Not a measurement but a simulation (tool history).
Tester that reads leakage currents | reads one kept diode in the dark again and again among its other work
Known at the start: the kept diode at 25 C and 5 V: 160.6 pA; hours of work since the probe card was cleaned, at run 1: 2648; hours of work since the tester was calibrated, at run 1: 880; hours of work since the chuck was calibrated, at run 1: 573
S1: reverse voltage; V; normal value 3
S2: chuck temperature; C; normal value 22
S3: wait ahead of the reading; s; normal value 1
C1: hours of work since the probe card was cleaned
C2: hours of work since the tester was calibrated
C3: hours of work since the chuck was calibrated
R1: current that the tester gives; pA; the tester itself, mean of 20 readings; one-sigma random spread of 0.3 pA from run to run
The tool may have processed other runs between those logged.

Run 1, hour 0: usual settings; C1 2648; C2 880; C3 573. Result: R1 96.66 pA.
Run 2, hour 84.2: usual settings; C1 2692; C2 924; C3 617. Result: R1 97.03 pA.
Run 3, hour 139.9: usual settings but S1 14.7 V; C1 2720; C2 953; C3 645. Result: R1 206.31 pA.
Run 4, hour 229.3: usual settings but S1 14.7 V; C1 2767; C2 999; C3 692. Result: R1 206.31 pA.
Run 5, hour 293: usual settings but S3 0.58 s; C1 2799; C2 1032; C3 724. Result: R1 96.75 pA.
Run 6, hour 354.3: usual settings; C1 2831; C2 1063; C3 756. Result: R1 97.07 pA.
Run 7, hour 395.2: usual settings; C1 2852; C2 1085; C3 777. Result: R1 96.5 pA.
Run 8, hour 435.9: usual settings but S1 1.24 V; C1 2873; C2 1106; C3 798. Result: R1 63.71 pA.
Run 9, hour 480.8: usual settings but S1 1.24 V; C1 2897; C2 1129; C3 821. Result: R1 63.77 pA.
Run 10, hour 525.7: usual settings but S1 5.07 V; C1 2920; C2 1152; C3 845. Result: R1 124.6 pA.
Run 11, hour 571: usual settings but S1 5.07 V; C1 2943; C2 1175; C3 868. Result: R1 124.12 pA.
At hour 603: probe card cleaned and baked.
Run 12, hour 635: usual settings; C1 17; C2 1207; C3 900. Result: R1 96.86 pA.
Run 13, hour 709.2: usual settings; C1 55; C2 1245; C3 938. Result: R1 97.04 pA.
At hour 744.8: chuck's temperature calibrated.
Run 14, hour 770.4: usual settings but S1 2.35 V; C1 85; C2 1276; C3 13. Result: R1 85.99 pA.
Run 15, hour 834.4: usual settings but S1 2.35 V; C1 119; C2 1309; C3 46. Result: R1 86.57 pA.
Run 16, hour 887.5: usual settings but S1 1.2 V; C1 146; C2 1336; C3 74. Result: R1 62.44 pA.
Run 17, hour 928.3: usual settings but S1 1.2 V; C1 167; C2 1357; C3 95. Result: R1 62.88 pA.
Run 18, hour 1010.1: usual settings but S1 1.2 V; C1 209; C2 1400; C3 137. Result: R1 62.76 pA.
Run 19, hour 1090.6: usual settings but S2 56 C; C1 251; C2 1441; C3 179. Result: R1 1459.87 pA.
Run 20, hour 1186.6: usual settings but S2 56 C; C1 300; C2 1491; C3 228. Result: R1 1459.37 pA.
Run 21, hour 1266.9: usual settings but S1 1.22 V, S2 30 C; C1 342; C2 1532; C3 270. Result: R1 126.87 pA.
Run 22, hour 1332.2: usual settings but S1 1.22 V, S2 30 C; C1 376; C2 1566; C3 303. Result: R1 125.91 pA.
Run 23, hour 1384.9: usual settings but S1 1.22 V, S2 30 C; C1 403; C2 1593; C3 331. Result: R1 126.04 pA.
Run 24, hour 1447.3: usual settings but S1 1.22 V, S2 30 C; C1 435; C2 1626; C3 363. Result: R1 125.97 pA.
Run 25, hour 1515.3: usual settings but S1 7.97 V, S2 29 C; C1 470; C2 1661; C3 398. Result: R1 282.18 pA.
Run 26, hour 1599.6: usual settings but S1 7.97 V, S2 29 C; C1 514; C2 1704; C3 442. Result: R1 283.44 pA.
Run 27, hour 1693.9: usual settings but S2 51 C, S3 5.01 s; C1 563; C2 1753; C3 490. Result: R1 1017.05 pA.
Run 28, hour 1751.4: usual settings but S2 26 C, S3 0.51 s; C1 592; C2 1783; C3 520. Result: R1 137.09 pA.
Run 29, hour 1828.6: usual settings but S1 15.26 V, S2 26 C, S3 1.14 s; C1 632; C2 1822; C3 560. Result: R1 297.81 pA.
Run 30, hour 1915.1: usual settings but S1 4.54 V, S2 31 C, S3 4.72 s; C1 677; C2 1867; C3 605. Result: R1 257.19 pA.
Run 31, hour 1990.3: usual settings but S1 4.54 V, S2 31 C, S3 4.72 s; C1 716; C2 1906; C3 643. Result: R1 256.15 pA.
Run 32, hour 2053.9: usual settings but S1 9.22 V, S2 34 C, S3 2.17 s; C1 749; C2 1939; C3 676. Result: R1 458.68 pA.
Run 33, hour 2102.3: usual settings but S1 9.22 V, S2 34 C, S3 2.17 s; C1 774; C2 1964; C3 701. Result: R1 459.64 pA.
Run 34, hour 2186.4: usual settings but S1 9.22 V, S2 34 C, S3 2.17 s; C1 817; C2 2007; C3 745. Result: R1 457.64 pA.
Run 35, hour 2264.2: usual settings but S1 9.22 V, S2 34 C, S3 2.17 s; C1 857; C2 2048; C3 785. Result: R1 459.76 pA.
Run 36, hour 2316.8: usual settings but S1 9.22 V, S2 34 C, S3 2.17 s; C1 884; C2 2075; C3 812. Result: R1 461.04 pA.
Run 37, hour 2374.9: usual settings but S1 9.22 V, S2 43 C, S3 1.05 s; C1 914; C2 2105; C3 842. Result: R1 940.83 pA.
Run 38, hour 2461.9: usual settings but S1 9.22 V, S2 43 C, S3 1.05 s; C1 959; C2 2150; C3 887. Result: R1 944.67 pA.
Run 39, hour 2515.4: usual settings but S1 3.6 V, S2 23 C, S3 3.99 s; C1 987; C2 2177; C3 915. Result: R1 115.33 pA.

4 options for the next run, each taken on its own from the tool as it stands now. Forecast them:
At hour 2596.6: chuck's temperature calibrated.
Run A, hour 2608.5: usual settings but S3 5.42 s; C1 1034; C2 2224; C3 6. Result: R1 ?.
At hour 2596.6: chuck's temperature calibrated.
Run B, hour 2608.5: usual settings but S1 3.6 V, S2 23 C, S3 0.39 s; C1 1034; C2 2224; C3 6. Result: R1 ?.
At hour 2596.6: chuck's temperature calibrated.
Run C, hour 2608.5: usual settings but S1 10.84 V, S2 28 C, S3 0.5 s; C1 1034; C2 2224; C3 6. Result: R1 ?.
At hour 2596.6: chuck's temperature calibrated.
Run D, hour 2608.5: usual settings but S1 3.6 V, S2 30 C, S3 2 s; C1 1034; C2 2224; C3 6. Result: R1 ?.

run      R1
  A   97.06
  B  115.73
  C  301.51
  D  210.65
Without the tool's unlogged condition, the same runs would have read:
run      R1
  A   97.05
  B  115.72
  C  301.45
  D  210.63

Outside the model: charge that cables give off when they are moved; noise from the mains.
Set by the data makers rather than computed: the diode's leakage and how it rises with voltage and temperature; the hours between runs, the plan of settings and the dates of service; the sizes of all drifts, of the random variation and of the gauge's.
